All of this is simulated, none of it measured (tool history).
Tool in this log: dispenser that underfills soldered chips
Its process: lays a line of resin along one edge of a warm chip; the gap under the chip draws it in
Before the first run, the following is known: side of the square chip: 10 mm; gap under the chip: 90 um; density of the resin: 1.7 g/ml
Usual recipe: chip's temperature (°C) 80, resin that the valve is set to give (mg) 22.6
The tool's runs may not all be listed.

run,hour,chip's temperature (°C),resin that the valve is set to give (mg),time until the resin shows at the far edge (s),resin that the valve gave (mg)
1,0.0,80,22.6,63.7,22.01
2,13.6,80,22.6,50.1,21.70
3,22.4,80,22.6,70.0,21.66
4,32.4,80,19.5,69.9,18.47
5,39.3,80,19.5,61.0,18.46
6,48.5,90,22.6,42.0,21.31
7,56.9,80,22.6,51.8,21.15
8,68.2,80,22.6,55.3,21.25
9,78.5,80,27.9,53.1,26.03
10,88.2,80,27.9,50.7,25.90
11,98.7,80,27.9,49.7,27.92
12,111.5,80,27.9,54.5,27.93
13,117.9,80,24.2,69.1,24.09
14,132.7,66,22.6,85.2,22.45
15,146.8,66,22.6,96.0,22.15
16,154.0,66,22.6,81.3,22.23
17,165.7,71,23.1,72.1,22.35
18,174.9,91,28.7,35.9,27.74
19,181.4,91,28.7,45.3,27.50
20,193.9,91,28.7,48.2,27.48
21,200.6,91,28.7,44.2,27.51
22,208.3,87,25.4,43.4,24.07
23,223.5,80,20.6,64.6,19.50
24,232.1,80,20.6,60.4,19.33
25,239.1,88,25.6,38.8,23.78
26,255.4,68,28.2,91.1,28.15
27,265.3,68,28.2,88.6,27.90
28,271.7,77,26.8,56.2,26.48
29,280.2,65,20.3,116.1,19.95
30,294.4,84,27.1,46.7,26.23
31,304.6,66,28.4,85.0,27.63

Not shown here: 31 entries made in the log between runs. Locate each between two listed runs and compare the hidden state at the listed run before it with the hidden state at the listed run after it:
Between runs 1 and 2: new syringe of resin (hour 3.4); new syringe of resin (hour 13.6)
  resin's viscosity, % of fresh resin's: 126.5 -> 101.7; dose that the valve gives, % of what is set: 97.07 -> 96.38; true chip temperature over the reading, C: -0.5 -> -0.54
  the result without the hidden state subtracted from the measured one, time until the resin shows at the far edge (s): +14.3 -> +2.0; resin that the valve gave (mg): -0.66 -> -0.82
Between runs 3 and 4: new syringe of resin (hour 23.9)
  resin's viscosity, % of fresh resin's: 137.1 -> 132.2; dose that the valve gives, % of what is set: 95.9 -> 95.41; true chip temperature over the reading, C: -0.57 -> -0.6
  the result without the hidden state subtracted from the measured one, time until the resin shows at the far edge (s): +20.0 -> +18.7; resin that the valve gave (mg): -0.92 -> -0.90
Between runs 4 and 5: new syringe of resin (hour 34.8)
  resin's viscosity, % of fresh resin's: 132.2 -> 117.2; dose that the valve gives, % of what is set: 95.41 -> 95.1; true chip temperature over the reading, C: -0.6 -> -0.63
  the result without the hidden state subtracted from the measured one, time until the resin shows at the far edge (s): +18.7 -> +10.9; resin that the valve gave (mg): -0.90 -> -0.95
Between runs 5 and 6: new syringe of resin (hour 45.2)
  resin's viscosity, % of fresh resin's: 117.2 -> 112; dose that the valve gives, % of what is set: 95.1 -> 94.64; true chip temperature over the reading, C: -0.63 -> -0.66
  the result without the hidden state subtracted from the measured one, time until the resin shows at the far edge (s): +10.9 -> +5.6; resin that the valve gave (mg): -0.95 -> -1.21
Between runs 6 and 7: new syringe of resin (hour 56.2)
  resin's viscosity, % of fresh resin's: 112 -> 102.4; dose that the valve gives, % of what is set: 94.64 -> 94.26; true chip temperature over the reading, C: -0.66 -> -0.69
  the result without the hidden state subtracted from the measured one, time until the resin shows at the far edge (s): +5.6 -> +2.9; resin that the valve gave (mg): -1.21 -> -1.29
Between runs 7 and 8: new syringe of resin (hour 66.2)
  resin's viscosity, % of fresh resin's: 102.4 -> 108.8; dose that the valve gives, % of what is set: 94.26 -> 93.7; true chip temperature over the reading, C: -0.69 -> -0.73
  the result without the hidden state subtracted from the measured one, time until the resin shows at the far edge (s): +2.9 -> +6.3; resin that the valve gave (mg): -1.29 -> -1.42
Between runs 8 and 9: new syringe of resin (hour 76.9)
  resin's viscosity, % of fresh resin's: 108.8 -> 106.8; dose that the valve gives, % of what is set: 93.7 -> 93.16; true chip temperature over the reading, C: -0.73 -> -0.76
  the result without the hidden state subtracted from the measured one, time until the resin shows at the far edge (s): +6.3 -> +4.7; resin that the valve gave (mg): -1.42 -> -1.91
Between runs 9 and 10: new syringe of resin (hour 87.3)
  resin's viscosity, % of fresh resin's: 106.8 -> 103.4; dose that the valve gives, % of what is set: 93.16 -> 92.73; true chip temperature over the reading, C: -0.76 -> -0.79
  the result without the hidden state subtracted from the measured one, time until the resin shows at the far edge (s): +4.7 -> +3.1; resin that the valve gave (mg): -1.91 -> -2.04
Between runs 10 and 11: dispensing valve cleaned and set on the balance (hour 95.9); new syringe of resin (hour 98.7)
  resin's viscosity, % of fresh resin's: 103.4 -> 100.7; dose that the valve gives, % of what is set: 92.73 -> 100.1; true chip temperature over the reading, C: -0.79 -> -0.82
  the result without the hidden state subtracted from the measured one, time until the resin shows at the far edge (s): +3.1 -> +1.6; resin that the valve gave (mg): -2.04 -> +0.03
Between runs 11 and 12: new syringe of resin (hour 109.6)
  resin's viscosity, % of fresh resin's: 100.7 -> 109.8; dose that the valve gives, % of what is set: 100.1 -> 99.46; true chip temperature over the reading, C: -0.82 -> -0.87
  the result without the hidden state subtracted from the measured one, time until the resin shows at the far edge (s): +1.6 -> +6.2; resin that the valve gave (mg): +0.03 -> -0.15
Between runs 13 and 14: new syringe of resin (hour 120.8); new syringe of resin (hour 131.1)
  resin's viscosity, % of fresh resin's: 136.4 -> 105.1; dose that the valve gives, % of what is set: 99.14 -> 98.46; true chip temperature over the reading, C: -0.89 -> -0.94
  the result without the hidden state subtracted from the measured one, time until the resin shows at the far edge (s): +19.9 -> +6.8; resin that the valve gave (mg): -0.21 -> -0.35
Between runs 14 and 15: new syringe of resin (hour 141.8)
  resin's viscosity, % of fresh resin's: 105.1 -> 118.9; dose that the valve gives, % of what is set: 98.46 -> 97.76; true chip temperature over the reading, C: -0.94 -> -0.99
  the result without the hidden state subtracted from the measured one, time until the resin shows at the far edge (s): +6.8 -> +18.3; resin that the valve gave (mg): -0.35 -> -0.51
Between runs 15 and 16: new syringe of resin (hour 153.0)
  resin's viscosity, % of fresh resin's: 118.9 -> 102.4; dose that the valve gives, % of what is set: 97.76 -> 97.43; true chip temperature over the reading, C: -0.99 -> -1.01
  the result without the hidden state subtracted from the measured one, time until the resin shows at the far edge (s): +18.3 -> +5.0; resin that the valve gave (mg): -0.51 -> -0.58
Between runs 16 and 17: new syringe of resin (hour 164.0)
  resin's viscosity, % of fresh resin's: 102.4 -> 105.6; dose that the valve gives, % of what is set: 97.43 -> 96.86; true chip temperature over the reading, C: -1.01 -> -1.06
  the result without the hidden state subtracted from the measured one, time until the resin shows at the far edge (s): +5.0 -> +6.6; resin that the valve gave (mg): -0.58 -> -0.73
Between runs 17 and 18: new syringe of resin (hour 174.6)
  resin's viscosity, % of fresh resin's: 105.6 -> 101.7; dose that the valve gives, % of what is set: 96.86 -> 96.43; true chip temperature over the reading, C: -1.06 -> -1.09
  the result without the hidden state subtracted from the measured one, time until the resin shows at the far edge (s): +6.6 -> +1.8; resin that the valve gave (mg): -0.73 -> -1.03
Between runs 19 and 20: new syringe of resin (hour 184.9)
  resin's viscosity, % of fresh resin's: 127 -> 135.6; dose that the valve gives, % of what is set: 96.08 -> 95.49; true chip temperature over the reading, C: -1.11 -> -1.16
  the result without the hidden state subtracted from the measured one, time until the resin shows at the far edge (s): +10.9 -> +14.0; resin that the valve gave (mg): -1.13 -> -1.30
Between runs 20 and 21: new syringe of resin (hour 196.0)
  resin's viscosity, % of fresh resin's: 135.6 -> 121.1; dose that the valve gives, % of what is set: 95.49 -> 95.15; true chip temperature over the reading, C: -1.16 -> -1.18
  the result without the hidden state subtracted from the measured one, time until the resin shows at the far edge (s): +14.0 -> +9.0; resin that the valve gave (mg): -1.30 -> -1.40
Between runs 21 and 22: new syringe of resin (hour 206.7)
  resin's viscosity, % of fresh resin's: 121.1 -> 105.8; dose that the valve gives, % of what is set: 95.15 -> 94.76; true chip temperature over the reading, C: -1.18 -> -1.21
  the result without the hidden state subtracted from the measured one, time until the resin shows at the far edge (s): +9.0 -> +4.1; resin that the valve gave (mg): -1.40 -> -1.33
Between runs 22 and 23: new syringe of resin (hour 217.9)
  resin's viscosity, % of fresh resin's: 105.8 -> 119.5; dose that the valve gives, % of what is set: 94.76 -> 94.03; true chip temperature over the reading, C: -1.21 -> -1.26
  the result without the hidden state subtracted from the measured one, time until the resin shows at the far edge (s): +4.1 -> +13.5; resin that the valve gave (mg): -1.33 -> -1.23
Between runs 23 and 24: new syringe of resin (hour 228.6)
  resin's viscosity, % of fresh resin's: 119.5 -> 113.4; dose that the valve gives, % of what is set: 94.03 -> 93.57; true chip temperature over the reading, C: -1.26 -> -1.28
  the result without the hidden state subtracted from the measured one, time until the resin shows at the far edge (s): +13.5 -> +10.2; resin that the valve gave (mg): -1.23 -> -1.32
Between runs 24 and 25: new syringe of resin (hour 239.0)
  resin's viscosity, % of fresh resin's: 113.4 -> 99.8; dose that the valve gives, % of what is set: 93.57 -> 93.26; true chip temperature over the reading, C: -1.28 -> -1.31
  the result without the hidden state subtracted from the measured one, time until the resin shows at the far edge (s): +10.2 -> +1.7; resin that the valve gave (mg): -1.32 -> -1.73
Between runs 25 and 26: dispensing valve cleaned and set on the balance (hour 246.7); new syringe of resin (hour 250.2)
  resin's viscosity, % of fresh resin's: 99.8 -> 120.9; dose that the valve gives, % of what is set: 93.26 -> 99.59; true chip temperature over the reading, C: -1.31 -> -1.36
  the result without the hidden state subtracted from the measured one, time until the resin shows at the far edge (s): +1.7 -> +19.1; resin that the valve gave (mg): -1.73 -> -0.11
Between runs 26 and 27: new syringe of resin (hour 260.5)
  resin's viscosity, % of fresh resin's: 120.9 -> 117.5; dose that the valve gives, % of what is set: 99.59 -> 99.1; true chip temperature over the reading, C: -1.36 -> -1.39
  the result without the hidden state subtracted from the measured one, time until the resin shows at the far edge (s): +19.1 -> +16.6; resin that the valve gave (mg): -0.11 -> -0.25
Between runs 27 and 28: new syringe of resin (hour 270.9)
  resin's viscosity, % of fresh resin's: 117.5 -> 101.4; dose that the valve gives, % of what is set: 99.1 -> 98.78; true chip temperature over the reading, C: -1.39 -> -1.41
  the result without the hidden state subtracted from the measured one, time until the resin shows at the far edge (s): +16.6 -> +3.3; resin that the valve gave (mg): -0.25 -> -0.32
Between runs 29 and 30: new syringe of resin (hour 281.4); new syringe of resin (hour 291.7)
  resin's viscosity, % of fresh resin's: 135.2 -> 108; dose that the valve gives, % of what is set: 98.4 -> 97.73; true chip temperature over the reading, C: -1.44 -> -1.49
  the result without the hidden state subtracted from the measured one, time until the resin shows at the far edge (s): +35.0 -> +5.4; resin that the valve gave (mg): -0.33 -> -0.61
Between runs 30 and 31: new syringe of resin (hour 301.8)
  resin's viscosity, % of fresh resin's: 108 -> 108.2; dose that the valve gives, % of what is set: 97.73 -> 97.25; true chip temperature over the reading, C: -1.49 -> -1.52
  the result without the hidden state subtracted from the measured one, time until the resin shows at the far edge (s): +5.4 -> +10.4; resin that the valve gave (mg): -0.61 -> -0.78
